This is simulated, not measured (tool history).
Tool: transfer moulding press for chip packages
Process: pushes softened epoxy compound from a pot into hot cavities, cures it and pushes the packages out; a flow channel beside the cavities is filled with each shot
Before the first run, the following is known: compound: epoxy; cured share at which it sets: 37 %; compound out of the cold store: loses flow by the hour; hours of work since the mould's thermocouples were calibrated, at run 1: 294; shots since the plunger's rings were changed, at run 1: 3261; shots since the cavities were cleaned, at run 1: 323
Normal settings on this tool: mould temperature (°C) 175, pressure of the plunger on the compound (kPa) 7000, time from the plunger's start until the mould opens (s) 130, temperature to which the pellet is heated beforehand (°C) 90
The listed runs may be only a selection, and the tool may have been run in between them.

run   hour  mould temperature (°C)  pressure of the plunger on the compound (kPa)  time from the plunger's start until the mould opens (s)  temperature to which the pellet is heated beforehand (°C)  hours of work since the mould's thermocouples were calibrated  shots since the plunger's rings were changed  shots since the cavities were cleaned  incoming compound's hours out of the cold store  length that the compound runs in the flow channel (mm)  greatest force on the pins that push the packages out (N)
  1    0.0                     175                                           7000                                                      130                                                         90                                                            294                                          3261                                    323                                             35.6                                                     543                                                        845
       7.6  -- plunger's sealing rings changed
  2   45.2                     173                                           7000                                                      130                                                         90                                                            326                                           416                                    795                                             45.2                                                     541                                                       1040
      53.4  -- cavities cleaned with cleaning compound and waxed
     113.4  -- mould's thermocouples calibrated
     135.0  -- cavities cleaned with cleaning compound and waxed
  3  135.0                     173                                           7000                                                      130                                                         90                                                             15                                          1352                                      0                                             30.3                                                     571                                                        528
  4  172.7                     173                                           7000                                                      130                                                         90                                                             43                                          1767                                    415                                             35.8                                                     555                                                        976
     215.7  -- cavities cleaned with cleaning compound and waxed
  5  244.1                     173                                           7000                                                      130                                                         90                                                             95                                          2539                                    313                                             32.9                                                     557                                                        866
     293.9  -- cavities cleaned with cleaning compound and waxed
  6  311.4                     175                                           7000                                                      162                                                         90                                                            144                                          3264                                    192                                             15.4                                                     598                                                        594
     318.2  -- plunger's sealing rings changed
     367.0  -- cavities cleaned with cleaning compound and waxed, once more
  7  386.1                     175                                           7000                                                      162                                                         90                                                            196                                           734                                    212                                             18.4                                                     603                                                        653
  8  438.0                     175                                           7000                                                      162                                                         90                                                            235                                          1305                                    783                                             16.9                                                     609                                                        849
     451.0  -- cavities cleaned with cleaning compound and waxed
  9  516.2                     171                                           7200                                                      162                                                         90                                                            292                                          2152                                    719                                             36.5                                                     572                                                        915
     529.5  -- cavities cleaned with cleaning compound and waxed
 10  598.4                     171                                           7000                                                      130                                                         84                                                            351                                          3042                                    760                                             43.0                                                     544                                                       1229

Estimate the outcome of run 11 from the log above:
     612.4  -- cavities cleaned with cleaning compound and waxed
     630.2  -- mould's thermocouples calibrated
     632.7  -- plunger's sealing rings changed
 11  652.6                     172                                           7000                                                      130                                                         88                                                             15                                           220                                    394                                             10.5                                                       ?                                                          ?

{"run 11": {"length that the compound runs in the flow channel (mm)": 652, "greatest force on the pins that push the packages out (N)": 1099}}
With the hidden condition absent and the run-to-run variation left alone, this run would have shown length that the compound runs in the flow channel (mm) 654, greatest force on the pins that push the packages out (N) 603.
